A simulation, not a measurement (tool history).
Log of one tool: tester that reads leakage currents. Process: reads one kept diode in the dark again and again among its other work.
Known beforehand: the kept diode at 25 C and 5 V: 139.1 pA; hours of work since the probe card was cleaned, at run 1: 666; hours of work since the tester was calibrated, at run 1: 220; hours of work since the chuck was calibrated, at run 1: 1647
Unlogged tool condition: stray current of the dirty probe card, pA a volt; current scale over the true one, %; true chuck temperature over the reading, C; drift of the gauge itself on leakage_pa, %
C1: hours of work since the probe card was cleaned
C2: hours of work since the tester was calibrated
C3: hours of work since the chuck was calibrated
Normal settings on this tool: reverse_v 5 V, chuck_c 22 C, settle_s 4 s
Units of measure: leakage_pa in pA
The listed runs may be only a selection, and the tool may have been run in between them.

{"run": 1, "hour": 0.0, "reverse_v": 5, "chuck_c": 22, "settle_s": 4, "C1": 666, "C2": 220, "C3": 1647, "leakage_pa": 98.37}
{"run": 2, "hour": 48.8, "reverse_v": 5, "chuck_c": 22, "settle_s": 4, "C1": 688, "C2": 242, "C3": 1669, "leakage_pa": 98.33}
{"run": 3, "hour": 90.8, "reverse_v": 5, "chuck_c": 22, "settle_s": 3.16, "C1": 707, "C2": 261, "C3": 1688, "leakage_pa": 98.25}
{"run": 4, "hour": 156.1, "reverse_v": 5, "chuck_c": 22, "settle_s": 3.16, "C1": 737, "C2": 291, "C3": 1718, "leakage_pa": 97.93}
{"run": 5, "hour": 202.7, "reverse_v": 5, "chuck_c": 22, "settle_s": 3.16, "C1": 758, "C2": 312, "C3": 1739, "leakage_pa": 98.51}
{"run": 6, "hour": 246.2, "reverse_v": 5, "chuck_c": 22, "settle_s": 1.14, "C1": 777, "C2": 331, "C3": 1758, "leakage_pa": 98.21}
{"run": 7, "hour": 292.1, "reverse_v": 5, "chuck_c": 22, "settle_s": 1.14, "C1": 798, "C2": 352, "C3": 1779, "leakage_pa": 98.77}
{"run": 8, "hour": 340.6, "reverse_v": 5, "chuck_c": 22, "settle_s": 1.14, "C1": 820, "C2": 374, "C3": 1801, "leakage_pa": 98.16}
{"run": 9, "hour": 373.5, "reverse_v": 5, "chuck_c": 22, "settle_s": 2.74, "C1": 835, "C2": 389, "C3": 1815, "leakage_pa": 97.79}
{"run": 10, "hour": 411.8, "reverse_v": 5, "chuck_c": 39, "settle_s": 4, "C1": 852, "C2": 406, "C3": 1833, "leakage_pa": 403}
{"run": 11, "hour": 453.3, "reverse_v": 5, "chuck_c": 39, "settle_s": 1.45, "C1": 871, "C2": 424, "C3": 1851, "leakage_pa": 403.91}
{"hour": 461.6, "done": "tester calibrated"}
{"run": 12, "hour": 519.1, "reverse_v": 2.63, "chuck_c": 45, "settle_s": 0.72, "C1": 899, "C2": 26, "C3": 1880, "leakage_pa": 444.08}
{"run": 13, "hour": 576.4, "reverse_v": 5.84, "chuck_c": 52, "settle_s": 0.66, "C1": 925, "C2": 52, "C3": 1906, "leakage_pa": 1202.7}
{"run": 14, "hour": 639.1, "reverse_v": 3.27, "chuck_c": 33, "settle_s": 9.72, "C1": 953, "C2": 80, "C3": 1934, "leakage_pa": 193.28}
{"run": 15, "hour": 666.7, "reverse_v": 3.27, "chuck_c": 33, "settle_s": 9.72, "C1": 966, "C2": 92, "C3": 1947, "leakage_pa": 192.22}
{"hour": 689.5, "done": "tester calibrated, once more"}
{"run": 16, "hour": 732.8, "reverse_v": 12.26, "chuck_c": 35, "settle_s": 2.85, "C1": 995, "C2": 20, "C3": 1976, "leakage_pa": 494.98}
{"run": 17, "hour": 790.4, "reverse_v": 1.93, "chuck_c": 35, "settle_s": 4, "C1": 1021, "C2": 45, "C3": 2002, "leakage_pa": 166.61}

Branching from run 17: 3 alternative next runs. What would each branch give?
{"run": "A", "hour": 845.6, "reverse_v": 6.57, "chuck_c": 27, "settle_s": 1.88, "C1": 1046, "C2": 70, "C3": 2026, "leakage_pa": "?"}
{"run": "B", "hour": 845.6, "reverse_v": 13.75, "chuck_c": 35, "settle_s": 1.1, "C1": 1046, "C2": 70, "C3": 2026, "leakage_pa": "?"}
{"run": "C", "hour": 845.6, "reverse_v": 2.25, "chuck_c": 42, "settle_s": 9.82, "C1": 1046, "C2": 70, "C3": 2026, "leakage_pa": "?"}

run=A leakage_pa=175.58
run=B leakage_pa=527.98
run=C leakage_pa=318.09
Take away the tool's hidden state, keep each run's random variation, and the runs would have read:
run=A leakage_pa=194.72
run=B leakage_pa=585.59
run=C leakage_pa=355.01
